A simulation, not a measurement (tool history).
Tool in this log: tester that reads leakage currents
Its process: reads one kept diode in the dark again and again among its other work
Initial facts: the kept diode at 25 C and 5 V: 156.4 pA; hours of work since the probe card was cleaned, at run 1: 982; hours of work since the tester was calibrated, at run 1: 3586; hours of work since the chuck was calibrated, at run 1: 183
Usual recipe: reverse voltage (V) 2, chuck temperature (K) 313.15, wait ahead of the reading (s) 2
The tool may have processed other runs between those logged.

run    hour  reverse voltage (V)  chuck temperature (K)  wait ahead of the reading (s)  hours of work since the probe card was cleaned  hours of work since the tester was calibrated  hours of work since the chuck was calibrated  current that the tester gives (pA)
  1       0                    2                 313.15                              2                                             982                                           3586                                           183                              330.47
  2     167                    2                 313.15                              2                                            1081                                           3685                                           283                               327.9
  3   376.2                    2                 313.15                              2                                            1206                                           3810                                           408                               326.1
  4   502.3                    2                 313.15                              2                                            1282                                           3886                                           483                              325.74
      551.1  -- tester calibrated
  5   620.2                    2                 313.15                              2                                            1351                                             41                                           553                              321.11
  6   788.8                    2                 313.15                              2                                            1452                                            142                                           653                              317.45
      926.4  -- chuck's temperature calibrated
  7  1009.2                    2                 313.15                              2                                            1582                                            272                                            49                              332.05
  8  1149.3                    2                 327.15                              2                                            1666                                            356                                           133                              884.85
  9  1264.5                10.73                 317.15                              2                                            1734                                            425                                           202                              959.39
 10  1443.1                 1.34                 329.15                              2                                            1841                                            531                                           309                              838.75
 11  1549.5                 1.34                 329.15                              2                                            1904                                            595                                           372                              829.06
 12    1660                 1.34                 329.15                              2                                            1970                                            661                                           438                              828.87
     1885.8  -- probe card cleaned and baked
 13  1885.8                 1.34                 329.15                              2                                               0                                            794                                           571                              814.59
 14  2007.8                 1.84                 313.15                            0.3                                              73                                            867                                           644                              305.76

Branching from run 14: 5 alternative next runs. What would each branch give?
     2155.1  -- chuck's temperature calibrated
  A  2166.9                  2.5                 312.15                           1.05                                             167                                            961                                             7                                   ?
     2155.1  -- chuck's temperature calibrated
  B  2166.9                  2.7                 305.15                           2.45                                             167                                            961                                             7                                   ?
     2155.1  -- chuck's temperature calibrated
  C  2166.9                 1.05                 302.15                           0.68                                             167                                            961                                             7                                   ?
     2155.1  -- chuck's temperature calibrated
  D  2166.9                 1.58                 313.15                           0.54                                             167                                            961                                             7                                   ?
     2155.1  -- chuck's temperature calibrated
  E  2166.9                 6.73                 313.15                            0.3                                             167                                            961                                             7                                   ?

run  current that the tester gives (pA)
  A                              343.75
  B                              209.23
  C                              106.51
  D                              297.92
  E                              590.71
With the hidden condition removed and each run's random variation left untouched, the same runs would have given:
run  current that the tester gives (pA)
  A                              338.22
  B                              205.65
  C                              104.68
  D                              293.19
  E                              581.13
